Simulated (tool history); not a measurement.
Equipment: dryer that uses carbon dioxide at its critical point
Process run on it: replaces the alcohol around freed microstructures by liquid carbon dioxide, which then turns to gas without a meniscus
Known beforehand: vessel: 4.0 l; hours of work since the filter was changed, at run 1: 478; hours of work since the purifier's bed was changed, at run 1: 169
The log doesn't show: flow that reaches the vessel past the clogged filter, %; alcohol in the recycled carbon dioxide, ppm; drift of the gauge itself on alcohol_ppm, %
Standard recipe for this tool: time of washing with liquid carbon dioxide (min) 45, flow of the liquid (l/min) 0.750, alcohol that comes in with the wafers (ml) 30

run   hour  time of washing with liquid carbon dioxide (min)  flow of the liquid (l/min)  alcohol that comes in with the wafers (ml)  hours of work since the filter was changed  hours of work since the purifier's bed was changed  alcohol left in the vessel before it's heated (ppm by volume)
  1    0.0                                                45                       0.750                                          30                                         478                                                 169                                                             64
  2   12.7                                                45                       0.750                                          30                                         482                                                 173                                                             54
  3   19.0                                                45                       0.750                                          30                                         484                                                 175                                                             65
  4   31.1                                                45                       0.750                                          30                                         488                                                 178                                                             68
  5   46.0                                                45                       0.750                                          30                                         492                                                 183                                                             73
  6   55.9                                                41                       0.750                                          30                                         495                                                 186                                                             71
  7   68.5                                                47                       0.750                                          30                                         499                                                 190                                                             67
  8   77.9                                                47                       0.750                                          30                                         502                                                 193                                                             66
  9   88.7                                                45                       1.018                                          30                                         506                                                 196                                                             52
 10  101.3                                                45                       0.750                                          30                                         509                                                 200                                                             75
 11  112.8                                                45                       0.750                                          30                                         513                                                 204                                                             68
 12  122.1                                                45                       0.750                                          30                                         516                                                 207                                                             69
 13  129.0                                                68                       0.750                                          30                                         518                                                 209                                                             53
 14  139.6                                                68                       0.750                                          30                                         521                                                 212                                                             57
     142.3  -- inlet filter changed
 15  148.0                                                68                       0.666                                          30                                           2                                                 214                                                             65
 16  159.3                                                68                       0.666                                          30                                           5                                                 218                                                             58
 17  172.5                                                68                       0.666                                          30                                           9                                                 222                                                             58
 18  185.9                                                33                       1.134                                          30                                          13                                                 226                                                             58
 19  200.8                                                45                       0.750                                          26                                          18                                                 231                                                             56

Estimate the outcome of run 20 from the log above:
 20  209.7                                                41                       0.945                                          48                                          21                                                 233                                                              ?

Run 20 produced alcohol left in the vessel before it's heated (ppm by volume) 72.
Minus the tool's unlogged condition, the same run would have read alcohol left in the vessel before it's heated (ppm by volume) 14.
